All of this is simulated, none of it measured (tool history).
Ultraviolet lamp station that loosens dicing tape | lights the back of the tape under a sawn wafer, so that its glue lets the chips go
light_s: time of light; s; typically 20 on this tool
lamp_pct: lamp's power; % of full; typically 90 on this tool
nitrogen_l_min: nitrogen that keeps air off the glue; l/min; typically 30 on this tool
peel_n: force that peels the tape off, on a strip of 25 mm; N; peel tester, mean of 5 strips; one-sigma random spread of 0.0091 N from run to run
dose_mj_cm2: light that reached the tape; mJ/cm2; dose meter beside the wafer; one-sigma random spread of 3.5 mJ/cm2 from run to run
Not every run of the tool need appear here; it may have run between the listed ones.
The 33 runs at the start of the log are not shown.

run	hour	light_s	lamp_pct	nitrogen_l_min	hours of work of the lamp	hours of work since the window was cleaned	peel_n	dose_mj_cm2
34	2114.4	13	86	25	1070	87	1.210	350
35	2186.1	29	61	19	1117	134	0.626	550
36	2260.0	29	61	19	1165	182	0.633	551
# hour 2311.0: window cleaned of glue's vapour
37	2315.8	29	90	34	1201	3	0.118	820
38	2380.7	20	91	30	1243	45	0.348	563
39	2451.2	40	95	18	1289	91	0.098	1179
40	2490.6	12	90	30	1315	117	1.213	335
41	2581.8	17	74	12	1374	176	1.770	392
# hour 2644.6: window cleaned of glue's vapour
42	2650.1	31	66	49	1418	4	0.169	640
43	2735.6	31	66	49	1474	59	0.158	636

What if the next run were any one of these 3? Each begins from the tool's condition after run 43:
A	2823.5	15	66	11	1531	117	?	?
B	2823.5	31	66	30	1531	117	?	?
C	2823.5	37	98	10	1531	117	?	?

run	peel_n	dose_mj_cm2
A	2.415	306
B	0.289	639
C	0.213	1130
What these runs would have given with no unlogged condition in the tool:
run	peel_n	dose_mj_cm2
A	2.409	306
B	0.287	640
C	0.212	1132

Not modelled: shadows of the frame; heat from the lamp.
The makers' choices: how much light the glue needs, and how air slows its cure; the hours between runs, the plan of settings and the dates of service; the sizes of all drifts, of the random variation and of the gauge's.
